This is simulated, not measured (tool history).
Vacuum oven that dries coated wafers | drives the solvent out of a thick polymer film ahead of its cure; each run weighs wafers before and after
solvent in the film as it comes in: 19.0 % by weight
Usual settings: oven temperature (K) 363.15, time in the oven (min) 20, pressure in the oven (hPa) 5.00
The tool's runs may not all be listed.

run,hour,oven temperature (K),time in the oven (min),pressure in the oven (hPa),solvent left in the film (%)
1,0.0,363.15,20,5.00,1.07
2,40.0,377.15,20,5.00,0.27
3,80.8,363.15,20,5.00,1.11
4,132.1,363.15,20,5.00,1.14
5,178.1,363.15,20,5.00,1.16
6,203.0,363.15,20,18.05,1.73
7,255.6,363.15,28,5.00,0.62
8,279.4,363.15,20,5.00,1.12
# hour 309.6: oven's thermocouples calibrated
9,314.7,364.15,20,5.00,0.99
10,337.1,364.15,20,5.00,0.88
11,363.3,364.15,20,5.00,0.90
12,385.1,364.15,20,5.00,0.92
13,437.5,364.15,20,5.00,0.92
14,470.5,359.15,20,5.13,1.67
15,507.0,363.15,32,2.81,0.21
16,538.6,363.15,32,2.81,0.36
17,587.8,359.15,36,12.34,0.97
18,636.5,359.15,16,13.01,2.79
19,672.4,365.15,24,2.80,0.57

Forecast run 20:
20,700.0,369.15,11,8.74,?

Run 20 gave solvent left in the film (%) 2.12.
Without the tool's hidden state the same run would have given solvent left in the film (%) 2.02.
